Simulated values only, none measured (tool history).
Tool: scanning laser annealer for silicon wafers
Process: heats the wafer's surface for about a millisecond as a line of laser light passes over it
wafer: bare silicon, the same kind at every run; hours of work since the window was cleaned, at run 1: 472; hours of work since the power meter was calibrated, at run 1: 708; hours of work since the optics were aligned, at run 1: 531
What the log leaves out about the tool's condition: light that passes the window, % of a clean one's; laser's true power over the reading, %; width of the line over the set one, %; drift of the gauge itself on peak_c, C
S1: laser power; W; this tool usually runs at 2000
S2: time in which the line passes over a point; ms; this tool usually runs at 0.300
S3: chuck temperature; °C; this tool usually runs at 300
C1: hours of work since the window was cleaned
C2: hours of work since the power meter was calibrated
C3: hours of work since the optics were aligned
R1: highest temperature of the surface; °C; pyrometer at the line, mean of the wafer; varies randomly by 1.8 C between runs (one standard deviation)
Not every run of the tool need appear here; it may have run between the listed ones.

run	hour	S1	S2	S3	C1	C2	C3	R1
1	0.0	2000	0.300	300	472	708	531	1029
2	45.1	2000	0.300	300	498	733	556	1030
3	72.8	2000	0.300	300	513	749	572	1030
4	125.0	2000	0.300	300	543	778	601	1028
5	155.5	2000	0.300	300	560	795	619	1027
6	186.2	2000	0.300	300	577	813	636	1027
7	212.5	1922	0.300	300	592	827	651	996
8	243.1	1922	0.300	300	609	845	668	996
9	283.6	1922	0.300	300	632	867	691	995
10	330.4	1922	0.300	300	658	894	717	993
11	360.0	1922	0.300	300	675	910	734	994
12	400.4	2000	0.300	300	698	933	756	1023
13	440.7	2000	0.300	300	720	956	779	1024
# hour 449.4: laser's power meter calibrated
14	489.7	1999	0.370	295	746	23	805	1109
15	546.7	2188	0.337	338	778	55	837	1190
# hour 598.0: window over the wafer cleaned
16	606.9	1842	0.300	306	5	87	870	984
17	656.7	2139	0.302	303	33	115	898	1098
18	701.0	1735	0.300	304	58	140	922	941
# hour 722.1: laser's power meter calibrated, once more
19	762.9	2166	0.220	281	91	23	956	950
20	798.3	1798	0.306	300	111	43	975	958
21	826.0	1798	0.306	300	126	58	991	960
22	876.6	1727	0.300	281	155	87	1019	905
23	938.5	2119	0.300	300	190	122	1054	1077
24	1001.3	2119	0.300	300	225	157	1090	1076
25	1045.2	2010	0.256	300	250	182	1114	969

Each run again, without the hidden state but with its own random variation kept:
run	R1
1	1039
2	1041
3	1040
4	1039
5	1039
6	1039
7	1008
8	1008
9	1007
10	1006
11	1008
12	1038
13	1038
14	1124
15	1207
16	984
17	1098
18	941
19	958
20	966
21	968
22	913
23	1088
24	1087
25	979
